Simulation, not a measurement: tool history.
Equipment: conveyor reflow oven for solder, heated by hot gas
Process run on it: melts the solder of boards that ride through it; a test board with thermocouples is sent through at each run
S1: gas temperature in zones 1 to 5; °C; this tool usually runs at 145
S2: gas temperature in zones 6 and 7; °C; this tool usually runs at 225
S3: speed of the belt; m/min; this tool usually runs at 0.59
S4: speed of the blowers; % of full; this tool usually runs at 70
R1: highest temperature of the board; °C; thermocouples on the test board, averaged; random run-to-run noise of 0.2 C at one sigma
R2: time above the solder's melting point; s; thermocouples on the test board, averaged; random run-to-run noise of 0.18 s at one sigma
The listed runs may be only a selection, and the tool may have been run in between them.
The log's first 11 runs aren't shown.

run 12 hour=776.6 | S1=136 S2=228 S3=0.59 S4=55 | R1=211.1 R2=48
run 13 hour=879.9 | S1=136 S2=228 S3=0.567 S4=55 | R1=212.1 R2=50.9
run 14 hour=939.8 | S1=145 S2=225 S3=0.532 S4=70 | R1=215.5 R2=62.1
-- hour=990.7 flux residue cleaned out of gas plates and filters
run 15 hour=1033.4 | S1=145 S2=225 S3=0.592 S4=70 | R1=213.6 R2=53.3
run 16 hour=1114.7 | S1=133 S2=217 S3=0.599 S4=51 | R1=199.2 R2=32.9
run 17 hour=1170.3 | S1=145 S2=216 S3=0.59 S4=58 | R1=203 R2=43.7
run 18 hour=1239.8 | S1=154 S2=224 S3=0.616 S4=73 | R1=213.3 R2=54.7
run 19 hour=1337.2 | S1=154 S2=218 S3=0.675 S4=73 | R1=205.9 R2=44.1
run 20 hour=1410.3 | S1=154 S2=218 S3=0.675 S4=73 | R1=205.8 R2=44
-- hour=1445.4 flux residue cleaned out of gas plates and filters
run 21 hour=1476.6 | S1=145 S2=239 S3=0.59 S4=70 | R1=225.8 R2=61.7
run 22 hour=1538.5 | S1=145 S2=225 S3=0.651 S4=67 | R1=210 R2=45.6
run 23 hour=1618.5 | S1=145 S2=225 S3=0.59 S4=81 | R1=215 R2=55.5
run 24 hour=1678.5 | S1=145 S2=225 S3=0.59 S4=81 | R1=214.8 R2=55.7
run 25 hour=1721.6 | S1=145 S2=225 S3=0.524 S4=81 | R1=217.1 R2=65.1
-- hour=1759.1 belt drive overhauled, speed set with a stopwatch
run 26 hour=1805.7 | S1=145 S2=225 S3=0.7 S4=68 | R1=207.8 R2=39.9
run 27 hour=1852.5 | S1=150 S2=225 S3=0.59 S4=70 | R1=214.3 R2=56.4
-- hour=1901.4 flux residue cleaned out of gas plates and filters
-- hour=1903.4 thermocouples of zones 6 and 7 changed
run 28 hour=1943.9 | S1=153 S2=217 S3=0.692 S4=84 | R1=205.8 R2=43.1
run 29 hour=2035.7 | S1=153 S2=217 S3=0.692 S4=84 | R1=206 R2=43.3
run 30 hour=2110.6 | S1=131 S2=225 S3=0.59 S4=75 | R1=212.1 R2=48.4

Here are 3 independent what-if runs from the current tool condition. What would each one return?
run A hour=2160.7 | S1=144 S2=225 S3=0.493 S4=66 | R1=? R2=?
run B hour=2160.7 | S1=131 S2=220 S3=0.59 S4=83 | R1=? R2=?
run C hour=2160.7 | S1=145 S2=225 S3=0.59 S4=66 | R1=? R2=?

run=A R1=216 R2=67.6
run=B R1=208.8 R2=46.4
run=C R1=212.5 R2=52.5
Take away the tool's hidden state, keep each run's random variation, and the runs would have read:
run=A R1=216 R2=67.6
run=B R1=208.8 R2=46.4
run=C R1=212.5 R2=52.5
